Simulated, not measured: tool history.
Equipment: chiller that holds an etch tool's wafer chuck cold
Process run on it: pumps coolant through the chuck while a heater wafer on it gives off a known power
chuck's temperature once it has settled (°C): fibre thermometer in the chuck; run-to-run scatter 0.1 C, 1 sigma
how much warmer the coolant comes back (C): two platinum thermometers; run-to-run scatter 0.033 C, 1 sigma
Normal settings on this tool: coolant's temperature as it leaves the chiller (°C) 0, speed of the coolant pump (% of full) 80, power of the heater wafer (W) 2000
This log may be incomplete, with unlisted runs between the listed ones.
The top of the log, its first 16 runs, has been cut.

| run | hour | coolant's temperature as it leaves the chiller (°C) | speed of the coolant pump (% of full) | power of the heater wafer (W) | chuck's temperature once it has settled (°C) | how much warmer the coolant comes back (C) |
|---|---|---|---|---|---|---|
| 17 | 2069.6 | -2 | 74 | 1433 | 7.6 | 3.43 |
| 18 | 2155.3 | 0 | 91 | 1934 | 10.7 | 3.68 |
| 19 | 2330.4 | 0 | 91 | 1446 | 8.0 | 2.77 |
| 20 | 2490.1 | 0 | 91 | 1446 | 7.9 | 2.76 |
| 21 | 2659.5 | 6 | 99 | 2000 | 16.3 | 3.42 |
| 22 | 2762.4 | 6 | 99 | 2000 | 16.3 | 3.49 |
| 23 | 2891.1 | 0 | 67 | 1574 | 11.6 | 4.05 |
|  | 2918.4 | chiller's thermometer calibrated |
| 24 | 2970.0 | -9 | 78 | 1037 | -2.5 | 2.32 |
| 25 | 3076.3 | 0 | 79 | 2047 | 12.9 | 4.48 |
| 26 | 3185.7 | -6 | 80 | 2000 | 6.5 | 4.37 |
| 27 | 3271.4 | 9 | 86 | 2662 | 24.5 | 5.36 |
| 28 | 3448.4 | 0 | 61 | 1408 | 11.1 | 4.04 |
| 29 | 3583.3 | 4 | 65 | 2000 | 18.8 | 5.35 |
| 30 | 3705.0 | 0 | 90 | 2000 | 11.3 | 3.78 |
|  | 3720.0 | coolant changed, channels flushed |
| 31 | 3813.7 | 2 | 89 | 1601 | 11.0 | 3.11 |

Consider 3 possible next runs. They are alternatives, not a sequence: every one starts from the tool as it was left by run 31. What does each give?
| A | 3948.4 | 0 | 80 | 1150 | ? | ? |
| B | 3948.4 | 0 | 89 | 1601 | ? | ? |
| C | 3948.4 | 0 | 87 | 1486 | ? | ? |

| run | chuck's temperature once it has settled (°C) | how much warmer the coolant comes back (C) |
|---|---|---|
| A | 6.9 | 2.49 |
| B | 9.2 | 3.11 |
| C | 8.4 | 2.90 |
With no hidden state in the tool, these same runs would have given:
| run | chuck's temperature once it has settled (°C) | how much warmer the coolant comes back (C) |
|---|---|---|
| A | 6.9 | 2.49 |
| B | 9.2 | 3.11 |
| C | 8.4 | 2.89 |
